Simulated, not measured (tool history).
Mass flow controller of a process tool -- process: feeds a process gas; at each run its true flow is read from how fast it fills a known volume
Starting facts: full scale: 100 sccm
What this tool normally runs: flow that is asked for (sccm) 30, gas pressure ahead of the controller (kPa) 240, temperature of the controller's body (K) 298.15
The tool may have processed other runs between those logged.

run	day	flow that is asked for (sccm)	gas pressure ahead of the controller (kPa)	temperature of the controller's body (K)	true flow (%)
1	0	30	240	298.15	99.5
2	3.229	30	240	298.15	99.29
3	8.971	30	240	298.15	99.02
4	13.921	30	240	298.15	99.15
5	17.4	30	240	298.15	98.89
6	20.621	67	240	298.15	99.09
7	25.196	30	240	299.15	98.52
8	27.704	30	240	299.15	98.34
9	33.475	30	240	299.15	98.2
10	36.912	30	240	299.15	98.09
11	42.946	30	240	299.15	97.91
12	48.425	30	240	299.15	97.83
13	53.912	30	188	299.15	97.21
14	57.925	30	220	298.15	99.38
15	63.25	30	220	298.15	99.26
16	66.158	30	220	298.15	99.08
17	72.167	30	229	298.15	98.9
18	75.192	70	229	298.15	99.24
19	81.012	70	203	298.15	98.87
20	86.762	70	203	298.15	98.71
21	91.667	70	203	298.15	98.36
22	96.35	70	203	298.15	98.35
23	100.612	70	203	298.15	98.14
24	103.912	70	203	298.15	98.18
25	108.417	70	210	300.15	97.83
26	112.371	70	210	300.15	97.72
27	116.862	70	210	300.15	97.47
28	121.762	70	210	300.15	97.21
29	124.283	67	235	300.15	97.32
30	126.979	30	163	307.15	95.75
31	132.542	30	240	302.15	96.42
32	136.517	22	159	294.15	96.7
33	141.504	30	240	309.15	95.29
34	145.108	50	195	298.15	96.46
35	149.879	21	195	298.15	96.04
36	153.621	44	158	305.15	94.99
37	157.275	44	211	308.15	94.86
38	162.712	36	204	297.15	95.86
39	168	30	274	298.15	95.85
40	174.021	30	158	298.15	95.06
41	177.854	26	158	309.15	93.67
42	180.671	26	158	309.15	93.59
43	185.288	26	199	295.15	95.26
44	190.196	20	140	297.15	94.51
45	194.846	34	240	306.15	93.85
46	200.146	92	265	307.15	94.14
47	202.933	67	156	299.15	94.26
48	209.062	51	190	312.15	92.64

Put back what was entered between runs (1 entry, withheld): which listed runs does each sit between, and how does the hidden state differ from the listed run before to the listed run after?
Runs 13 to 14: gauge calibrated (day 57.808)
  drift of the gauge itself on true_pct, %: -1.88 -> 0
  measured minus no-state result, true flow (%): -1.87 -> +0
